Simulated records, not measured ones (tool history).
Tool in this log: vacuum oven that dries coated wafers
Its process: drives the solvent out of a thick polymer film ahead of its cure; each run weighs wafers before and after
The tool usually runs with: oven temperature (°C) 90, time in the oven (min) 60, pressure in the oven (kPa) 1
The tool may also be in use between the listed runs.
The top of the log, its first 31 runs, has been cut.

run,hour,oven temperature (°C),time in the oven (min),pressure in the oven (kPa),hours of work since the thermocouples were calibrated,hours of work since the vacuum gauge was cleaned of residue,solvent left in the film (%)
32,721.9,90,47,1,533,824,6.8
33,743.5,94,49,0.69,546,837,4.68
34,760.8,98,59,0.69,556,847,2.02
35,773.5,76,60,0.61,564,855,11.96
36,799.5,90,60,0.79,579,870,4.89
37,821.5,85,36,2.2,592,883,11.32
38,842.4,100,36,3.16,605,895,4.43
39,863.6,100,48,3.16,617,908,2.99
40,889,83,60,2.21,632,923,9.15
41,914.1,83,60,2.21,647,938,9.13
42,931.5,83,60,2.21,657,948,8.98
43,955.5,83,60,2.21,671,962,9.08
44,982.4,80,33,1.8,687,978,13.89
45,995,90,82,2.25,695,986,3.55
46,1021.3,90,82,2.25,710,1001,3.62
47,1037.4,90,84,0.74,720,1011,2.88

Alternative continuations, all from the tool just after run 47; predict every row:
A,1058.5,91,84,2.11,732,1023,?
B,1058.5,90,84,1.35,732,1023,?
C,1058.5,90,60,1.55,732,1023,?
D,1058.5,90,84,0.52,732,1023,?

run,solvent left in the film (%)
A,3.04
B,3.16
C,5.29
D,2.78
With the hidden condition removed and each run's random variation left untouched, the same runs would have given:
run,solvent left in the film (%)
A,3.35
B,3.49
C,5.72
D,3.11

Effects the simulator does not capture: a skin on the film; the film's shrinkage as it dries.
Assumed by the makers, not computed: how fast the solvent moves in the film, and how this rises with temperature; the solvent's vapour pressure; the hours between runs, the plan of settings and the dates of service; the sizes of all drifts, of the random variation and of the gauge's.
